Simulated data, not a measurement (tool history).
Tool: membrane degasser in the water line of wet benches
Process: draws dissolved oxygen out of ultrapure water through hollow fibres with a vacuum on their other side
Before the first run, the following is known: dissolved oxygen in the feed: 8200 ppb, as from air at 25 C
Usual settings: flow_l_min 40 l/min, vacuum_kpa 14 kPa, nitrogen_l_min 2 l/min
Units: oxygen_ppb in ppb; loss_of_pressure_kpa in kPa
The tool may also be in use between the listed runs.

| run | hour | flow_l_min | vacuum_kpa | nitrogen_l_min | oxygen_ppb | loss_of_pressure_kpa |
|---|---|---|---|---|---|---|
| 1 | 0 | 40 | 14 | 2 | 461.7 | 42.68 |
| 2 | 52 | 40 | 14 | 2 | 461.5 | 42.59 |
| 3 | 112.5 | 40 | 14 | 2 | 462.1 | 42.69 |
| 4 | 161.9 | 40 | 14 | 2 | 461.8 | 42.64 |
| 5 | 239.4 | 40 | 14 | 2 | 462 | 42.83 |
| 6 | 314.8 | 40 | 14 | 2 | 462.2 | 42.68 |
| 7 | 368.1 | 40 | 14 | 2 | 461.8 | 42.57 |
| 8 | 458.6 | 40 | 14 | 2 | 462.1 | 42.94 |
| 9 | 524.5 | 40 | 19.2 | 2 | 666.7 | 43.15 |
| 10 | 622 | 39 | 23.7 | 3.2 | 550.9 | 41.73 |
| 11 | 722.4 | 40 | 32 | 3.47 | 718.4 | 43.35 |
| 12 | 786 | 26 | 9.1 | 1.57 | 220 | 28.01 |
| 13 | 884.9 | 26 | 14.3 | 1.57 | 403 | 28.05 |
| 14 | 989 | 26 | 14.3 | 1.57 | 403 | 28.16 |
| 15 | 1040.4 | 26 | 14.3 | 4.64 | 150.4 | 27.78 |
| 16 | 1087.8 | 26 | 14.3 | 4.64 | 150.4 | 28.32 |

Run 17 is up next; what results do you expect?
| 17 | 1152.1 | 40 | 17.7 | 3.22 | ? | ? |

{"run 17": {"oxygen_ppb": 405, "loss_of_pressure_kpa": 43}}
Minus the tool's unlogged condition, the same run would have read oxygen_ppb 402.5 ppb, loss_of_pressure_kpa 41.99 kPa.

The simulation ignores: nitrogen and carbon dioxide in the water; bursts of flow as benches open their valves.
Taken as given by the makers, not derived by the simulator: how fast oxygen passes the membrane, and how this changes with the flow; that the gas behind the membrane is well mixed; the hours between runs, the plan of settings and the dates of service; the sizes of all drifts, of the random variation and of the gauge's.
